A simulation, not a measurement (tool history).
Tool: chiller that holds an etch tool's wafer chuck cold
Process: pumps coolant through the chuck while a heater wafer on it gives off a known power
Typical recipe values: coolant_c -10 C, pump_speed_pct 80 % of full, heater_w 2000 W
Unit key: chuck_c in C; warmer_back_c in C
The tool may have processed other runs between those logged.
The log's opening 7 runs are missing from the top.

run    hour  coolant_c  pump_speed_pct  heater_w  chuck_c  warmer_back_c
  8   253.7        -13              80      1724      7.7           7.31
  9   298.1        -13              80      1203      1.6           5.09
 10     345        -13              80      1203      1.4           5.11
 11   375.9        -13              80      1203      1.6            5.1
 12   407.7        -13              80      1203      1.4           5.02
 13   445.7        -19              80      1203     -4.6           5.06
 14   477.8        -10              80      2000     14.3           8.43
 15   524.5        -10              80      2000     14.3           8.48
 16   573.8        -10              80      2000     14.1            8.4
 17   604.8        -10              80      2000     14.1           8.41
 18   652.4         -1              87      1254     13.4           4.92
 19   705.5        -20              81      1254     -4.8           5.27
 20   758.8        -20              81      1254     -5.2           5.24
 21   791.4         -3              88      1254     11.2           4.84
 22   836.3         -3              88      1254     11.3           4.85
 23     892         -4              80      2436     25.4          10.33
 24   955.5         -4              80      2436     25.3          10.27
 25  1014.6        -10              80      2436     19.4          10.32
 26  1055.4          0              80      2033     24.6            8.6
 27  1117.8        -10              60      1859     16.6          10.35
 28  1172.1        -10              73      1043      3.3           4.81
 29  1202.8        -10              80      2283     17.5            9.6
 30  1246.8        -17              80      1293     -1.3           5.49
 31  1273.5        -17              80      1293     -1.2           5.48

Forecast each of these 3 alternatives for the next run:
  A  1307.7        -10              80      2808        ?              ?
  B  1307.7        -10              99      1978        ?              ?
  C  1307.7        -12              89      1289        ?              ?

run  chuck_c  warmer_back_c
  A     23.7           11.9
  B       11            6.8
  C      2.7           4.94
Without the tool's hidden state the same runs would have given:
run  chuck_c  warmer_back_c
  A     23.7          11.89
  B       11            6.8
  C      2.7           4.94
